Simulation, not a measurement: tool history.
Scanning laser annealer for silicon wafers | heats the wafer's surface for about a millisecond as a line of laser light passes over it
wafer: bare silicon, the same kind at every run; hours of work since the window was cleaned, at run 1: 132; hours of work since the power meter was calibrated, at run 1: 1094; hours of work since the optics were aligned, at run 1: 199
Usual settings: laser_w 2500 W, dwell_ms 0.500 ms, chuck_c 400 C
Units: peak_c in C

run	day	laser_w	dwell_ms	chuck_c	hours of work since the window was cleaned	hours of work since the power meter was calibrated	hours of work since the optics were aligned	peak_c
1	0.000	2500	0.500	400	132	1094	199	1224
2	2.200	2500	0.500	400	167	1130	235	1223
3	3.921	2500	0.500	400	195	1158	263	1220
4	5.896	2500	0.500	400	228	1190	295	1219
5	7.446	2500	0.500	400	253	1216	320	1219
6	9.438	2500	0.500	400	285	1248	353	1218
7	11.192	2500	0.500	400	314	1277	381	1214
8	12.392	2500	0.500	400	333	1296	401	1217
9	13.583	2500	0.500	400	353	1315	420	1216
10	14.804	2500	0.465	400	372	1335	440	1179
11	16.746	2561	0.500	400	404	1367	472	1236
12	18.996	2500	0.500	400	441	1403	508	1210
# day 19.300: optics aligned, line set to its width
13	21.400	2620	0.500	400	476	1439	34	1246
14	22.754	2500	0.518	400	498	1461	56	1220
15	24.971	2500	0.500	400	534	1497	92	1206
# day 25.796: optics aligned, line set to its width, once more
16	27.058	2338	0.471	400	565	1528	21	1135
17	28.862	2691	0.356	408	594	1557	50	1126
18	30.283	2691	0.356	408	618	1580	73	1125
19	32.350	2691	0.356	408	651	1614	107	1123
20	33.771	2691	0.356	408	674	1637	130	1122
21	36.029	2716	0.356	366	711	1674	167	1085
22	37.967	2147	0.414	400	743	1705	198	1019
23	39.567	2671	0.500	394	769	1731	224	1259
24	41.854	2500	0.501	371	806	1769	261	1178
25	43.012	2500	0.501	371	825	1787	280	1180
26	45.325	2464	0.501	392	862	1825	318	1186
27	47.304	2464	0.501	392	894	1857	350	1183
28	49.071	2464	0.501	392	923	1886	379	1179
# day 50.471: window over the wafer cleaned
29	51.233	2526	0.533	400	12	1920	412	1265

Measured less the same run without the tool's hidden state. The same run-to-run variation is in both; the gauge's scatter may not be:
The hidden state here: light that passes the window, % of a clean one's; laser's true power over the reading, %; width of the line over the set one, %; drift of the gauge itself on peak_c, C.
run	peak_c
1	-5
2	-7
3	-8
4	-9
5	-10
6	-11
7	-12
8	-12
9	-13
10	-13
11	-15
12	-16
13	-21
14	-21
15	-21
16	-12
17	-12
18	-14
19	-14
20	-15
21	-16
22	-14
23	-21
24	-21
25	-22
26	-22
27	-23
28	-25
29	-2
